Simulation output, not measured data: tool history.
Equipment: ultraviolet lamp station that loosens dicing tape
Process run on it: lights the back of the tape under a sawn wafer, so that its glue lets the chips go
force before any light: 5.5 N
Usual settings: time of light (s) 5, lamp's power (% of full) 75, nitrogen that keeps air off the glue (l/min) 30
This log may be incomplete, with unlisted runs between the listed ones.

run	hour	time of light (s)	lamp's power (% of full)	nitrogen that keeps air off the glue (l/min)	force that peels the tape off (N)	light that reached the tape (J/m2)
1	0	5	75	30	0.26	2590
2	59.1	5	75	30	0.283	2570
3	132.1	5	75	30	0.27	2600
4	227.4	5	75	30	0.264	2600
5	298.6	5	75	30	0.276	2590
6	387.3	5	98	34	0.178	3420
7	443.9	5	79	20	0.329	2770
8	511	5	79	16	0.401	2740
9	595.7	2	66	24	1.725	940

The next listed run, before its measurement:
10	688.9	3	62	16	?	?

force that peels the tape off (N): 1.368
light that reached the tape (J/m2): 1310
Without the tool's hidden state the same run would have given force that peels the tape off (N) 1.365, light that reached the tape (J/m2) 1310.

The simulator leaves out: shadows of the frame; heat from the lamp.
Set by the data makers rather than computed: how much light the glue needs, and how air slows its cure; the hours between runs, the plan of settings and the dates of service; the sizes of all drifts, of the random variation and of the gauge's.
